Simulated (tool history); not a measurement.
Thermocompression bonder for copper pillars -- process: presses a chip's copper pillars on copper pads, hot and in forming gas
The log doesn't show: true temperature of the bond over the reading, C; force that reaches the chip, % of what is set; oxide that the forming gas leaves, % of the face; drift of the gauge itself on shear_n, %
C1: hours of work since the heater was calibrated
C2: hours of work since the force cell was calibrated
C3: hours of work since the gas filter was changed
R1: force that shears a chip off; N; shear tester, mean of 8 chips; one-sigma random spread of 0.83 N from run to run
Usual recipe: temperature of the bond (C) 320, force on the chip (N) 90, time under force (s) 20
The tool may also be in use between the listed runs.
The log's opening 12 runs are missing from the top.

{"hour": 95.5, "done": "force cell calibrated"}
{"run": 13, "hour": 100.2, "temperature of the bond (C)": 320, "force on the chip (N)": 123, "time under force (s)": 28, "C1": 317, "C2": 3, "C3": 82, "R1": 118.8}
{"run": 14, "hour": 110.3, "temperature of the bond (C)": 320, "force on the chip (N)": 123, "time under force (s)": 28, "C1": 323, "C2": 8, "C3": 87, "R1": 116.9}
{"run": 15, "hour": 120.3, "temperature of the bond (C)": 320, "force on the chip (N)": 90, "time under force (s)": 20, "C1": 329, "C2": 14, "C3": 93, "R1": 86.9}
{"run": 16, "hour": 127.1, "temperature of the bond (C)": 341, "force on the chip (N)": 90, "time under force (s)": 20, "C1": 333, "C2": 18, "C3": 97, "R1": 101.7}
{"run": 17, "hour": 135.1, "temperature of the bond (C)": 341, "force on the chip (N)": 90, "time under force (s)": 20, "C1": 337, "C2": 22, "C3": 102, "R1": 103}
{"hour": 141.2, "done": "force cell calibrated, once more"}
{"run": 18, "hour": 148.9, "temperature of the bond (C)": 341, "force on the chip (N)": 90, "time under force (s)": 20, "C1": 344, "C2": 4, "C3": 109, "R1": 100.3}
{"run": 19, "hour": 160.8, "temperature of the bond (C)": 293, "force on the chip (N)": 61, "time under force (s)": 33, "C1": 351, "C2": 11, "C3": 115, "R1": 49.5}
{"run": 20, "hour": 167.6, "temperature of the bond (C)": 329, "force on the chip (N)": 92, "time under force (s)": 57, "C1": 355, "C2": 15, "C3": 119, "R1": 115.2}
{"run": 21, "hour": 179.9, "temperature of the bond (C)": 346, "force on the chip (N)": 87, "time under force (s)": 37, "C1": 362, "C2": 22, "C3": 126, "R1": 113.8}
{"run": 22, "hour": 189.3, "temperature of the bond (C)": 346, "force on the chip (N)": 87, "time under force (s)": 37, "C1": 367, "C2": 27, "C3": 131, "R1": 113.9}
{"run": 23, "hour": 196.8, "temperature of the bond (C)": 300, "force on the chip (N)": 95, "time under force (s)": 30, "C1": 371, "C2": 32, "C3": 136, "R1": 82.3}
{"run": 24, "hour": 208.5, "temperature of the bond (C)": 300, "force on the chip (N)": 108, "time under force (s)": 51, "C1": 378, "C2": 38, "C3": 142, "R1": 103.9}
{"run": 25, "hour": 218.4, "temperature of the bond (C)": 343, "force on the chip (N)": 98, "time under force (s)": 20, "C1": 384, "C2": 44, "C3": 148, "R1": 106.4}
{"run": 26, "hour": 224.9, "temperature of the bond (C)": 305, "force on the chip (N)": 62, "time under force (s)": 20, "C1": 387, "C2": 48, "C3": 152, "R1": 47.9}
{"run": 27, "hour": 231.5, "temperature of the bond (C)": 305, "force on the chip (N)": 106, "time under force (s)": 13, "C1": 391, "C2": 51, "C3": 155, "R1": 73.2}
{"run": 28, "hour": 241.5, "temperature of the bond (C)": 305, "force on the chip (N)": 106, "time under force (s)": 13, "C1": 397, "C2": 57, "C3": 161, "R1": 70.9}
{"run": 29, "hour": 247.0, "temperature of the bond (C)": 342, "force on the chip (N)": 90, "time under force (s)": 31, "C1": 400, "C2": 60, "C3": 164, "R1": 107.9}
{"run": 30, "hour": 253.8, "temperature of the bond (C)": 304, "force on the chip (N)": 90, "time under force (s)": 51, "C1": 404, "C2": 64, "C3": 168, "R1": 92}
{"run": 31, "hour": 260.9, "temperature of the bond (C)": 320, "force on the chip (N)": 83, "time under force (s)": 42, "C1": 408, "C2": 68, "C3": 172, "R1": 91.7}
{"run": 32, "hour": 271.8, "temperature of the bond (C)": 320, "force on the chip (N)": 83, "time under force (s)": 42, "C1": 414, "C2": 74, "C3": 178, "R1": 91.7}
{"run": 33, "hour": 282.2, "temperature of the bond (C)": 320, "force on the chip (N)": 83, "time under force (s)": 51, "C1": 420, "C2": 80, "C3": 184, "R1": 95.9}
{"run": 34, "hour": 290.0, "temperature of the bond (C)": 320, "force on the chip (N)": 83, "time under force (s)": 51, "C1": 424, "C2": 84, "C3": 189, "R1": 96.7}
{"hour": 299.5, "done": "forming gas filter changed"}
{"run": 35, "hour": 301.5, "temperature of the bond (C)": 320, "force on the chip (N)": 78, "time under force (s)": 44, "C1": 430, "C2": 91, "C3": 1, "R1": 99.7}
{"run": 36, "hour": 308.2, "temperature of the bond (C)": 320, "force on the chip (N)": 74, "time under force (s)": 28, "C1": 434, "C2": 95, "C3": 5, "R1": 83.6}

What if the next run were any one of these 5? Each begins from the tool's condition after run 36:
{"run": "A", "hour": 320.2, "temperature of the bond (C)": 321, "force on the chip (N)": 69, "time under force (s)": 14, "C1": 441, "C2": 101, "C3": 12, "R1": "?"}
{"run": "B", "hour": 320.2, "temperature of the bond (C)": 300, "force on the chip (N)": 115, "time under force (s)": 17, "C1": 441, "C2": 101, "C3": 12, "R1": "?"}
{"run": "C", "hour": 320.2, "temperature of the bond (C)": 332, "force on the chip (N)": 68, "time under force (s)": 44, "C1": 441, "C2": 101, "C3": 12, "R1": "?"}
{"run": "D", "hour": 320.2, "temperature of the bond (C)": 306, "force on the chip (N)": 99, "time under force (s)": 28, "C1": 441, "C2": 101, "C3": 12, "R1": "?"}
{"run": "E", "hour": 320.2, "temperature of the bond (C)": 320, "force on the chip (N)": 58, "time under force (s)": 28, "C1": 441, "C2": 101, "C3": 12, "R1": "?"}

run=A R1=60.3
run=B R1=85.8
run=C R1=98.4
run=D R1=92.4
run=E R1=64.8
Without the tool's unlogged condition, the same runs would have read:
run=A R1=62.1
run=B R1=88.2
run=C R1=100.7
run=D R1=94.8
run=E R1=66.7
